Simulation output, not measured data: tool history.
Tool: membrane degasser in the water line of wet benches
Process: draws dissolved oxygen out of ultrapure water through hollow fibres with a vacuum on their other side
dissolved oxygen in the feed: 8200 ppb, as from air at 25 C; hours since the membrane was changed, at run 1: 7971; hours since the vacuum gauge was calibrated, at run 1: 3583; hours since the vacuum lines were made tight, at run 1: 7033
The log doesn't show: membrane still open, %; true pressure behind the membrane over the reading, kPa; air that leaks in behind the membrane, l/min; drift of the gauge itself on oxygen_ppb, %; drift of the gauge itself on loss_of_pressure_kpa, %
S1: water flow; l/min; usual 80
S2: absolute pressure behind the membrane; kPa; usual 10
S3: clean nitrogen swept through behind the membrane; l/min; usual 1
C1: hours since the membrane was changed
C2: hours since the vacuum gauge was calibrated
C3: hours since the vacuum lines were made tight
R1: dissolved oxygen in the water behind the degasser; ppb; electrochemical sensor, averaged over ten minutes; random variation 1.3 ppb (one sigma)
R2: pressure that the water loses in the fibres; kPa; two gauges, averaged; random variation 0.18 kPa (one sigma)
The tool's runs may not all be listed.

run,hour,S1,S2,S3,C1,C2,C3,R1,R2
1,0,80,10,1,7971,3583,7033,849.2,40.56
2,139.7,80,6.7,1,8111,3723,7172,458.9,40.67
3,311,80,6.7,1.17,8282,3894,7344,415,40.43
4,565.8,80,11.5,1,8537,4149,7599,1020.4,40.77
5,843.9,80,11.5,1,8815,4427,7877,1016.8,40.46
6,1110.2,80,11.5,1,9082,4693,8143,1023.2,40.86
7,1295.1,80,11.5,1,9266,4878,8328,1018.8,40.68
8,1439.6,80,11.5,1,9411,5023,8472,1020.1,41.17
9,1621.1,80,14.2,1,9592,5204,8654,1310.4,40.89
10,1910.1,80,14.2,1,9881,5493,8943,1313.8,40.88
11,2180,80,10,1,10151,5763,9213,854.2,40.99
# hour 2198.6: seals of the vacuum lines changed
12,2328.1,80,10,0.5,10297,5909,129,1272.1,40.65
13,2646.6,80,10,0.5,10616,6228,448,1273,40.88
14,2973.7,60,10,1,10943,6555,775,709.2,30.82
15,3280.3,60,10,1,11250,6861,1082,710.6,30.84
16,3585.1,60,10,1,11554,7166,1387,712.4,30.65
# hour 3769.8: vacuum gauge calibrated
17,3801.1,50,17.6,2.18,11770,31,1602,673,25.5
18,4103,50,13.7,0.62,12072,333,1904,1255.5,25.84
19,4237.5,112,11.4,0.51,12206,468,2038,1704.1,57.65

The next listed run, before its measurement:
20,4541.1,55,6.1,2.35,12510,771,2342,?,?

R1: 147.8 ppb
R2: 28.28 kPa
Without the tool's hidden state the same run would have given R1 146.9 ppb, R2 26.81 kPa.

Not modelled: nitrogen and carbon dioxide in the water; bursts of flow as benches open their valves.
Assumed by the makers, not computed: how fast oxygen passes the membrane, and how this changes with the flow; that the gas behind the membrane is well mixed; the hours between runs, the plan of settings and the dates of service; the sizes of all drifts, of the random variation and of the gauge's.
